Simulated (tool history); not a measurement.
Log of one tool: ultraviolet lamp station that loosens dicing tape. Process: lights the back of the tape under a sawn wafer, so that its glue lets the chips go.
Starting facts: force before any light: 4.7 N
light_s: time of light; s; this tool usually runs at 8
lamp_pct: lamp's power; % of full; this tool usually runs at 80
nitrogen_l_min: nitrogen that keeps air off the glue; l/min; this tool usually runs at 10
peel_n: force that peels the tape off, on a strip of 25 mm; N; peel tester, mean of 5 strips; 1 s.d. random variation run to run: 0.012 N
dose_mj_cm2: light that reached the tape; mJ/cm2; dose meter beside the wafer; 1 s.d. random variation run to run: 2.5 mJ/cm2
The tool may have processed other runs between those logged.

| run | hour | light_s | lamp_pct | nitrogen_l_min | peel_n | dose_mj_cm2 |
|---|---|---|---|---|---|---|
| 1 | 0 | 8 | 80 | 10 | 0.638 | 284 |
| 2 | 16.2 | 8 | 80 | 10 | 0.648 | 281 |
| 3 | 36.7 | 8 | 89 | 10 | 0.53 | 311 |
| 4 | 66.2 | 8 | 89 | 10 | 0.527 | 314 |
| 5 | 86.9 | 8 | 80 | 10 | 0.651 | 276 |
| 6 | 101.3 | 8 | 80 | 10 | 0.679 | 275 |
| 7 | 132.4 | 8 | 89 | 10 | 0.591 | 299 |
|  | 135.4 | window cleaned of glue's vapour |
| 8 | 146.3 | 8 | 89 | 10 | 0.585 | 297 |
| 9 | 159.7 | 8 | 80 | 10 | 0.727 | 265 |
| 10 | 192.6 | 8 | 80 | 10 | 0.701 | 259 |
| 11 | 219.6 | 6 | 80 | 19 | 0.949 | 197 |
| 12 | 240.8 | 8 | 69 | 10 | 0.985 | 220 |
| 13 | 266.8 | 8 | 69 | 10 | 0.949 | 221 |
| 14 | 298.4 | 13 | 94 | 17 | 0.204 | 483 |
|  | 314.8 | window cleaned of glue's vapour, once more |
| 15 | 327.3 | 13 | 94 | 17 | 0.193 | 509 |
| 16 | 347.3 | 8 | 63 | 6 | 1.207 | 207 |
| 17 | 368.3 | 8 | 63 | 6 | 1.223 | 209 |
| 18 | 388.6 | 10 | 80 | 10 | 0.489 | 327 |
| 19 | 415.6 | 12 | 80 | 4 | 0.536 | 383 |
| 20 | 429.7 | 12 | 80 | 4 | 0.55 | 384 |

Each row is a separate what-if for the run after 20, all from the same tool condition, not one after another. Results?
| A | 454.9 | 12 | 80 | 12 | ? | ? |
| B | 454.9 | 12 | 69 | 4 | ? | ? |
| C | 454.9 | 12 | 63 | 3 | ? | ? |
| D | 454.9 | 5 | 80 | 10 | ? | ? |
| E | 454.9 | 9 | 71 | 8 | ? | ? |

| run | peel_n | dose_mj_cm2 |
|---|---|---|
| A | 0.345 | 377 |
| B | 0.711 | 331 |
| C | 0.95 | 307 |
| D | 1.444 | 165 |
| E | 0.829 | 252 |
Had the tool no hidden state, the same runs would have come out as:
| run | peel_n | dose_mj_cm2 |
|---|---|---|
| A | 0.255 | 449 |
| B | 0.526 | 393 |
| C | 0.72 | 364 |
| D | 1.167 | 195 |
| E | 0.623 | 300 |

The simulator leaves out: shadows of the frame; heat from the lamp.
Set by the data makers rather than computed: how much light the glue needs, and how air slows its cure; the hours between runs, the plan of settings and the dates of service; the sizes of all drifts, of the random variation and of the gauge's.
